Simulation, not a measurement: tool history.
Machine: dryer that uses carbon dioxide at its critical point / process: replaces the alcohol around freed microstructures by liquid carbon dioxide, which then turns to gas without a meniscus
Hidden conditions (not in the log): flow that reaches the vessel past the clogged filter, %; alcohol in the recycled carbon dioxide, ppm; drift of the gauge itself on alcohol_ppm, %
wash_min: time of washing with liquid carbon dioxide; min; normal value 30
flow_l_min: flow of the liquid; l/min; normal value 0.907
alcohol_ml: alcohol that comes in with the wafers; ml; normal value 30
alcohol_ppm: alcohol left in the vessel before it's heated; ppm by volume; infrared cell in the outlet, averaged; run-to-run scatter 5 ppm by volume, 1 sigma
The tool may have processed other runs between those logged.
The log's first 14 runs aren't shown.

run,hour,wash_min,flow_l_min,alcohol_ml,hours of work since the filter was changed,hours of work since the purifier's bed was changed,alcohol_ppm
15,451.2,30,0.808,30,93,907,122
# hour 467.2: purifier's bed changed
16,490.6,30,0.760,44,117,15,90
17,517.6,23,0.907,56,135,33,148
18,538.9,42,0.907,96,149,47,22
19,582.4,47,0.907,30,178,76,18
20,620.6,43,1.347,48,203,101,15
21,644.9,43,0.907,30,219,117,17
22,669.6,33,1.195,30,235,133,28
23,713.4,19,0.907,80,264,162,510
24,739.7,20,0.896,60,281,179,364
25,768.1,31,1.326,119,300,198,31
26,804.5,47,1.146,89,324,222,32
# hour 834.7: inlet filter changed
27,847.7,20,1.313,78,9,250,87
28,869.7,20,1.313,25,23,264,50
29,912.9,20,1.313,25,51,293,42
30,932.5,20,1.313,25,64,305,60

Alternative continuations, all from the tool just after run 30; predict every row:
A,966.9,30,0.652,24,87,328,?
B,966.9,18,1.463,30,87,328,?
C,966.9,25,0.865,50,87,328,?
D,966.9,29,0.562,21,87,328,?
E,966.9,42,0.645,89,87,328,?

run,alcohol_ppm
A,123
B,55
C,154
D,195
E,105
Take away the tool's hidden state, keep each run's random variation, and the runs would have read:
run,alcohol_ppm
A,81
B,18
C,108
D,148
E,62
